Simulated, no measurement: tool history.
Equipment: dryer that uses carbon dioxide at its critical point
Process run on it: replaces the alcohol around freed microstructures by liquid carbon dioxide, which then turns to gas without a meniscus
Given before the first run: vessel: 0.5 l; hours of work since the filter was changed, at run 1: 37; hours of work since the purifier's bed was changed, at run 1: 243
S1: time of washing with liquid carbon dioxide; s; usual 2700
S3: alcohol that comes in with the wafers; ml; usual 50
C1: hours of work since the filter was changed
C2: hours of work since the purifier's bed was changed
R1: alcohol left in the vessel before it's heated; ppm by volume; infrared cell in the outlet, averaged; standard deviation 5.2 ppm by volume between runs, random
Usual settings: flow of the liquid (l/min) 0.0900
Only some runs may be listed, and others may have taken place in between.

Run 1, day 0.000: usual settings; C1 37; C2 243. Result: R1 174 ppm by volume.
Run 2, day 0.600: usual settings; C1 43; C2 248. Result: R1 183 ppm by volume.
Run 3, day 1.308: usual settings but flow of the liquid (l/min) 0.1036; C1 50; C2 255. Result: R1 115 ppm by volume.
Run 4, day 2.004: usual settings but flow of the liquid (l/min) 0.1036, S3 23 ml; C1 57; C2 262. Result: R1 90 ppm by volume.
Run 5, day 2.367: usual settings but flow of the liquid (l/min) 0.1036, S3 23 ml; C1 60; C2 266. Result: R1 81 ppm by volume.
Run 6, day 3.025: usual settings but S3 46 ml; C1 67; C2 272. Result: R1 183 ppm by volume.
Run 7, day 3.533: usual settings but S3 46 ml; C1 72; C2 277. Result: R1 175 ppm by volume.
Run 8, day 4.008: usual settings but S3 46 ml; C1 76; C2 281. Result: R1 194 ppm by volume.
Run 9, day 4.708: usual settings but S3 46 ml; C1 83; C2 288. Result: R1 206 ppm by volume.
Run 10, day 5.117: usual settings but S3 46 ml; C1 87; C2 292. Result: R1 198 ppm by volume.
Run 11, day 5.450: usual settings; C1 90; C2 295. Result: R1 208 ppm by volume.
Run 12, day 5.850: usual settings but S3 25 ml; C1 94; C2 299. Result: R1 132 ppm by volume.
Run 13, day 6.596: usual settings but S1 2460 s; C1 101; C2 307. Result: R1 315 ppm by volume.
Run 14, day 7.038: usual settings; C1 106; C2 311. Result: R1 198 ppm by volume.
Run 15, day 7.338: usual settings but S1 2220 s; C1 109; C2 314. Result: R1 505 ppm by volume.
Run 16, day 7.921: usual settings; C1 114; C2 319. Result: R1 219 ppm by volume.
Run 17, day 8.379: usual settings but S3 81 ml; C1 119; C2 324. Result: R1 296 ppm by volume.
Run 18, day 9.033: usual settings but S3 81 ml; C1 125; C2 330. Result: R1 320 ppm by volume.
Run 19, day 9.571: usual settings but S3 81 ml; C1 130; C2 335. Result: R1 313 ppm by volume.
Run 20, day 10.304: usual settings but S3 81 ml; C1 137; C2 343. Result: R1 319 ppm by volume.
Run 21, day 10.925: usual settings but S3 81 ml; C1 143; C2 349. Result: R1 318 ppm by volume.
Run 22, day 11.346: usual settings but S3 81 ml; C1 147; C2 353. Result: R1 334 ppm by volume.
Run 23, day 11.788: usual settings but S1 2520 s; C1 152; C2 357. Result: R1 311 ppm by volume.
Run 24, day 12.229: usual settings but S1 2220 s, S3 27 ml; C1 156; C2 361. Result: R1 327 ppm by volume.
Run 25, day 12.721: usual settings but S1 3720 s, flow of the liquid (l/min) 0.0835, S3 24 ml; C1 161; C2 366. Result: R1 108 ppm by volume.
Run 26, day 13.375: usual settings but S1 4260 s, flow of the liquid (l/min) 0.0835, S3 24 ml; C1 167; C2 372. Result: R1 94 ppm by volume.
Run 27, day 13.962: usual settings but S1 1860 s, flow of the liquid (l/min) 0.0540, S3 83 ml; C1 173; C2 378. Result: R1 11247 ppm by volume.
Run 28, day 14.658: usual settings but S1 1860 s, flow of the liquid (l/min) 0.0540, S3 83 ml; C1 180; C2 385. Result: R1 11019 ppm by volume.
Run 29, day 15.008: usual settings but S1 1860 s, flow of the liquid (l/min) 0.0540, S3 83 ml; C1 183; C2 388. Result: R1 11575 ppm by volume.
Run 30, day 15.542: usual settings but S1 3720 s, flow of the liquid (l/min) 0.1215, S3 83 ml; C1 188; C2 393. Result: R1 91 ppm by volume.
Run 31, day 15.971: usual settings but S1 1800 s, flow of the liquid (l/min) 0.0686, S3 75 ml; C1 192; C2 397. Result: R1 5842 ppm by volume.
Run 32, day 16.667: usual settings but S1 1860 s, flow of the liquid (l/min) 0.1504, S3 81 ml; C1 199; C2 404. Result: R1 214 ppm by volume.
Run 33, day 17.162: usual settings but S3 100 ml; C1 204; C2 409. Result: R1 427 ppm by volume.
Run 34, day 17.558: usual settings but S3 100 ml; C1 208; C2 413. Result: R1 444 ppm by volume.
Run 35, day 18.017: usual settings but S1 3420 s, flow of the liquid (l/min) 0.1059, S3 34 ml; C1 212; C2 417. Result: R1 111 ppm by volume.
At day 18.100: inlet filter changed.
Run 36, day 18.596: usual settings but S1 3420 s, flow of the liquid (l/min) 0.1059, S3 34 ml; C1 5; C2 422. Result: R1 112 ppm by volume.
Run 37, day 19.092: usual settings but flow of the liquid (l/min) 0.1078, S3 23 ml; C1 10; C2 427. Result: R1 117 ppm by volume.
Run 38, day 19.525: usual settings but S1 4260 s, flow of the liquid (l/min) 0.1071, S3 29 ml; C1 14; C2 432. Result: R1 109 ppm by volume.
Run 39, day 20.104: usual settings but flow of the liquid (l/min) 0.1385, S3 64 ml; C1 19; C2 437. Result: R1 113 ppm by volume.

Estimate the outcome of run 40 from the log above:
Run 40, day 20.517: usual settings but S1 2160 s, flow of the liquid (l/min) 0.0985, S3 96 ml; C1 23; C2 441. Result: R1 ?.

{"run 40": {"R1": 595}}
On a tool with no hidden condition, and with the same random variation, this run would have come out at R1 459 ppm by volume.
